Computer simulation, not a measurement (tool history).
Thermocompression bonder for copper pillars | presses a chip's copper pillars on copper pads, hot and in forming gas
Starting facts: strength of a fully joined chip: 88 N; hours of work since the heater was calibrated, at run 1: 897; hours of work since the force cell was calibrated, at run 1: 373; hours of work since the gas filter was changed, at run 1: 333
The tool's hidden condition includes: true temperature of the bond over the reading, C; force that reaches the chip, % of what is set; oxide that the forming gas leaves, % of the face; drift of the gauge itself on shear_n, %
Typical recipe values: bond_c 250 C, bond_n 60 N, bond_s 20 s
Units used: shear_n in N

| run | hour | bond_c | bond_n | bond_s | hours of work since the heater was calibrated | hours of work since the force cell was calibrated | hours of work since the gas filter was changed | shear_n |
|---|---|---|---|---|---|---|---|---|
| 1 | 0.0 | 250 | 60 | 20 | 897 | 373 | 333 | 30.5 |
| 2 | 18.7 | 250 | 60 | 30 | 907 | 383 | 343 | 35.6 |
| 3 | 49.9 | 250 | 60 | 30 | 925 | 400 | 360 | 34.9 |
| 4 | 72.4 | 250 | 80 | 20 | 937 | 413 | 373 | 36.6 |
| 5 | 97.6 | 250 | 60 | 20 | 951 | 427 | 387 | 29.4 |
| 6 | 117.8 | 250 | 60 | 20 | 962 | 438 | 398 | 30.7 |
| 7 | 140.9 | 250 | 41 | 20 | 975 | 451 | 411 | 24.8 |
| 8 | 180.1 | 250 | 41 | 20 | 997 | 473 | 433 | 25.0 |
| 9 | 219.3 | 250 | 60 | 20 | 1019 | 495 | 455 | 29.8 |
| 10 | 260.2 | 250 | 60 | 20 | 1042 | 517 | 477 | 30.6 |
| 11 | 279.3 | 250 | 60 | 20 | 1052 | 528 | 488 | 30.1 |
|  | 286.0 | forming gas filter changed |
| 12 | 302.2 | 250 | 53 | 20 | 1065 | 540 | 9 | 30.2 |
| 13 | 320.9 | 250 | 60 | 26 | 1075 | 551 | 19 | 35.2 |
| 14 | 343.2 | 250 | 60 | 26 | 1087 | 563 | 32 | 35.6 |
| 15 | 361.9 | 250 | 60 | 38 | 1098 | 573 | 42 | 41.6 |
| 16 | 384.4 | 250 | 60 | 20 | 1110 | 586 | 55 | 31.5 |
| 17 | 425.7 | 250 | 60 | 20 | 1133 | 609 | 78 | 32.4 |
| 18 | 456.6 | 250 | 60 | 20 | 1150 | 626 | 95 | 31.2 |
| 19 | 484.3 | 271 | 60 | 20 | 1166 | 641 | 110 | 37.8 |
| 20 | 506.6 | 261 | 43 | 20 | 1178 | 654 | 122 | 29.7 |
| 21 | 537.1 | 261 | 43 | 20 | 1195 | 671 | 139 | 29.2 |
| 22 | 556.6 | 259 | 43 | 18 | 1206 | 682 | 150 | 27.3 |
| 23 | 583.2 | 259 | 43 | 18 | 1221 | 696 | 165 | 26.7 |
| 24 | 611.9 | 245 | 60 | 26 | 1237 | 712 | 181 | 32.6 |
| 25 | 640.9 | 265 | 61 | 45 | 1253 | 728 | 197 | 47.0 |
| 26 | 662.7 | 248 | 53 | 21 | 1265 | 740 | 209 | 26.0 |
| 27 | 696.6 | 244 | 75 | 12 | 1284 | 759 | 228 | 26.5 |
| 28 | 717.6 | 238 | 75 | 12 | 1295 | 771 | 240 | 23.9 |
| 29 | 759.6 | 238 | 75 | 12 | 1319 | 794 | 263 | 23.5 |
| 30 | 780.7 | 239 | 47 | 24 | 1330 | 806 | 275 | 23.6 |
| 31 | 815.1 | 264 | 60 | 20 | 1349 | 825 | 294 | 35.3 |
| 32 | 855.0 | 264 | 60 | 24 | 1372 | 847 | 316 | 35.7 |
| 33 | 879.5 | 250 | 43 | 20 | 1385 | 861 | 330 | 24.6 |
| 34 | 921.4 | 266 | 60 | 15 | 1408 | 884 | 353 | 29.9 |
| 35 | 952.3 | 266 | 60 | 15 | 1426 | 901 | 370 | 30.7 |

Measured result minus the same run's result without the hidden state. Both carry the same run-to-run variation, though not necessarily the same gauge scatter:
| run | shear_n |
|---|---|
| 1 | -5.1 |
| 2 | -5.8 |
| 3 | -6.1 |
| 4 | -6.3 |
| 5 | -5.6 |
| 6 | -6.0 |
| 7 | -5.0 |
| 8 | -5.2 |
| 9 | -6.4 |
| 10 | -6.8 |
| 11 | -6.8 |
| 12 | -3.7 |
| 13 | -4.2 |
| 14 | -4.4 |
| 15 | -4.8 |
| 16 | -4.3 |
| 17 | -4.7 |
| 18 | -4.7 |
| 19 | -5.2 |
| 20 | -4.8 |
| 21 | -4.8 |
| 22 | -4.8 |
| 23 | -4.8 |
| 24 | -6.0 |
| 25 | -7.2 |
| 26 | -5.6 |
| 27 | -5.6 |
| 28 | -5.5 |
| 29 | -5.7 |
| 30 | -5.9 |
| 31 | -7.5 |
| 32 | -8.0 |
| 33 | -6.3 |
| 34 | -7.4 |
| 35 | -7.9 |

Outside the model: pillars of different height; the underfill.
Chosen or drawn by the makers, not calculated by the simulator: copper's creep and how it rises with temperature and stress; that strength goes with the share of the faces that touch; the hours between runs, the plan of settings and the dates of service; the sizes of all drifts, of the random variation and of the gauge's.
